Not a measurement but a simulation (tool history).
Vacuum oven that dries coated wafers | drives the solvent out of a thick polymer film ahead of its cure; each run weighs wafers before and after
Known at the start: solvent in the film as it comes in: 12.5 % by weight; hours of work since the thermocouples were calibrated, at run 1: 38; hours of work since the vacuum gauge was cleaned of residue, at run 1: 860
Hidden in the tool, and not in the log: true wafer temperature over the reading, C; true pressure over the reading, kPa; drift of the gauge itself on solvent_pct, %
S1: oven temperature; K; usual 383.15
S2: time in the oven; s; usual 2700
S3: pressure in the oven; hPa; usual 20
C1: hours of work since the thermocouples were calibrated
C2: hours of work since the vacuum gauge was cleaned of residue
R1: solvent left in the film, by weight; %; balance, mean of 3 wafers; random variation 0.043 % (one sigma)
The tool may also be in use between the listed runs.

run,hour,S1,S2,S3,C1,C2,R1
1,0,383.15,2700,20,38,860,2.81
2,40.1,383.15,2700,20,63,884,2.75
3,80.6,383.15,2700,20,87,908,2.82
4,129.9,383.15,2700,20,117,938,2.8
5,172.6,383.15,2700,20,142,963,2.75
6,217.4,383.15,2700,28.4,169,990,3.68
7,251.1,383.15,2700,28.4,190,1011,3.71
8,302.7,383.15,2700,42.6,221,1042,5.21
9,337,383.15,2700,42.6,241,1062,5.31
10,379.5,383.15,2700,20,267,1088,2.68
11,405.8,383.15,2700,20,283,1104,2.8
12,432.7,383.15,2700,20,299,1120,2.78
13,482,383.15,2700,11,328,1150,1.81
14,511.6,383.15,2700,20,346,1167,2.72
15,544,383.15,2700,20,366,1187,2.8
16,602.2,383.15,2700,24.6,401,1222,3.31
17,660.2,383.15,2700,24.6,436,1257,3.29
18,695.6,383.15,2940,20,457,1278,2.73
19,723.5,383.15,1920,20,474,1295,3.14
20,753.4,383.15,2700,20,492,1313,2.79
21,808.2,383.15,2700,20,525,1346,2.8
22,852,383.15,4020,20,551,1372,2.66
23,903.6,383.15,2700,20,582,1403,2.83
24,948.3,383.15,2700,20,609,1430,2.71
25,983.9,383.15,2700,20,631,1452,2.9
26,1022.6,383.15,2700,20,654,1475,2.79
27,1052.7,388.15,2700,12,672,1493,1.54
28,1101.6,374.15,4440,34.1,701,1522,5.73
29,1138.8,383.15,1380,42.7,724,1545,6.03
30,1167.6,383.15,2460,15.6,741,1562,2.44
31,1219.5,383.15,2460,15.6,772,1593,2.41
# hour 1223.4: vacuum gauge cleaned of residue and calibrated
32,1250.3,391.15,2460,15.4,790,16,1.7
33,1285.3,384.15,4140,17.9,811,37,2.37
34,1329.5,384.15,2820,24.1,838,64,3.14
35,1367.4,395.15,2160,27.4,860,87,2.45
36,1418,372.15,3180,62.1,891,117,10.89
# hour 1467: vacuum gauge cleaned of residue and calibrated, once more
37,1468.3,387.15,2580,31.3,920,1,3.17
38,1520.2,372.15,1980,25,951,32,5.2
39,1572.6,372.15,1980,25,983,64,5.24
40,1620.8,371.15,2700,20,1012,93,4.14
41,1647.1,371.15,2700,20,1028,108,4.05
42,1700,371.15,2700,20,1060,140,4.11
43,1739.9,393.15,2700,19.7,1084,164,1.59
44,1781,393.15,2700,19.7,1108,189,1.57
45,1832.2,384.15,2040,20,1139,220,2.6
46,1870.5,384.15,2640,20,1162,243,2.35

How the hidden state differs across the entries between the runs, from the last listed run before each to the first after it:
Between runs 31 and 32: vacuum gauge cleaned of residue and calibrated (hour 1223.4)
  true wafer temperature over the reading, C: 1.4 -> 1.43; true pressure over the reading, kPa: 0.331 -> 0.385
  measured less the result without the state, R1: +0.22 -> +0.24 %
Between runs 36 and 37: vacuum gauge cleaned of residue and calibrated, once more (hour 1467)
  true wafer temperature over the reading, C: 1.59 -> 1.63; true pressure over the reading, kPa: 0.403 -> 0.009
  measured less the result without the state, R1: +0.04 -> -0.19 %
